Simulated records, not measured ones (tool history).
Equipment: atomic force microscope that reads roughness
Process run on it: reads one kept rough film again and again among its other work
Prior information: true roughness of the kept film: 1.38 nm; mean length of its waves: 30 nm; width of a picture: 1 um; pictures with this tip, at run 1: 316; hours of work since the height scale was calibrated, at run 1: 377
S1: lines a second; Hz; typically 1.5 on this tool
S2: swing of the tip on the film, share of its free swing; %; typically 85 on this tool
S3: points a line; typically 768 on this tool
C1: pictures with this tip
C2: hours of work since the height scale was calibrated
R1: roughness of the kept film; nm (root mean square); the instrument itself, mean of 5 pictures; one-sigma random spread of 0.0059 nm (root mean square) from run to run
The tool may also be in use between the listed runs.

run     day    S1  S2   S3   C1   C2     R1
  1       0   1.5  85  768  316  377  1.008
  2   0.575   1.5  80  768  325  383  1.048
  3   1.479   1.5  80  768  339  392   1.04
  4   2.183  1.94  85  768  350  399  0.952
  5   3.175  1.94  85  768  365  409  0.956
  6   3.929  1.94  85  768  377  416  0.947
      4.054  -- height scale calibrated on a step standard
  7   4.475  1.94  85  768  384    4  0.945
      4.558  -- new tip fitted
  8   5.108  1.94  85  768    9   10  1.026
  9   5.942  1.84  77  264   22   19  1.092
 10   6.496  1.84  77  264   30   24  1.095
 11   7.538  1.84  77  264   47   35  1.074
      8.125  -- height scale calibrated on a step standard, once more
 12   8.683  2.28  75  264   64    6  1.082
 13   9.538   1.1  77  323   77   14  1.156
 14  10.371  3.31  86  413   90   23  0.866
 15  11.171  3.16  88  888  102   31  0.847
 16  11.817   1.5  63  362  112   37  1.202

5 ways to go on from here, each from the tool as it stands after run 16. What would each give?
  A  12.946  1.27  85  685  130  48   ?
  B  12.946  3.36  87  810  130  48   ?
  C  12.946   1.5  80  362  130  48   ?
  D  12.946  1.15  85  768  130  48   ?
  E  12.946  0.75  78  768  130  48   ?

run     R1
  A  1.079
  B  0.832
  C  1.096
  D  1.104
  E  1.198
Take away the tool's hidden state, keep each run's random variation, and the runs would have read:
run     R1
  A  1.112
  B  0.857
  C  1.129
  D  1.138
  E  1.234

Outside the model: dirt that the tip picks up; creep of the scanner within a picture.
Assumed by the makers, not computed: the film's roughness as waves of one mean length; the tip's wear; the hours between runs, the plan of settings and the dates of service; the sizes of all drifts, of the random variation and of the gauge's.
